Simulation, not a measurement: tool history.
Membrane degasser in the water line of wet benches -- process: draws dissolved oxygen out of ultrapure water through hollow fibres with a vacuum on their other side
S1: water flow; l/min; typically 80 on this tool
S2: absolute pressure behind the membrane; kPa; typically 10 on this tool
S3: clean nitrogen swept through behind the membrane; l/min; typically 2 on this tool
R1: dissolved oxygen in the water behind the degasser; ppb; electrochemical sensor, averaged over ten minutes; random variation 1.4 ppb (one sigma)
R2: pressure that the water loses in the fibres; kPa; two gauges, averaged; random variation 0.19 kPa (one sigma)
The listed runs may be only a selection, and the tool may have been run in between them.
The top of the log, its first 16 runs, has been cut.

run	hour	S1	S2	S3	R1	R2
17	3523.5	80	7.8	1.85	433.5	69.97
18	3779.2	80	6.1	2.11	275.3	69.74
19	4041.8	125	8	2.16	589.8	109.16
20	4342.1	98	23	1.12	2295.3	85.87
21	4633.5	86	10.3	1.44	781.4	74.94
22	4924.1	80	11.5	1.21	943.6	69.72
23	5165.1	54	7.3	1.21	377.8	46.99
24	5386.1	54	7.3	4.22	151.2	47.02
25	5681.6	54	7.3	5.15	131.8	47.19
26	5943.2	106	20.1	3.59	1022.8	92.65
27	6163.8	71	19.7	0.83	1944.4	62.2
28	6378.8	71	19.7	0.83	1949.3	62.09
29	6644.3	126	7.2	0.81	848.4	109.71
30	6799	101	19.8	2	1439.2	88.21
31	6959.5	101	19.8	1.03	2141.9	88.43

Predict each of these 4 candidate next runs independently; none follows another, all start after run 31:
A	7118.3	101	6.5	1.89	?	?
B	7118.3	80	14	1.4	?	?
C	7118.3	101	20.9	1.03	?	?
D	7118.3	65	19.8	2.82	?	?

run	R1	R2
A	400.6	88.45
B	1071.8	69.75
C	2250.8	88.23
D	806	56.5
What these runs would have given with no unlogged condition in the tool:
run	R1	R2
A	400.3	88.42
B	1071.5	69.73
C	2250.6	88.21
D	805.8	56.48
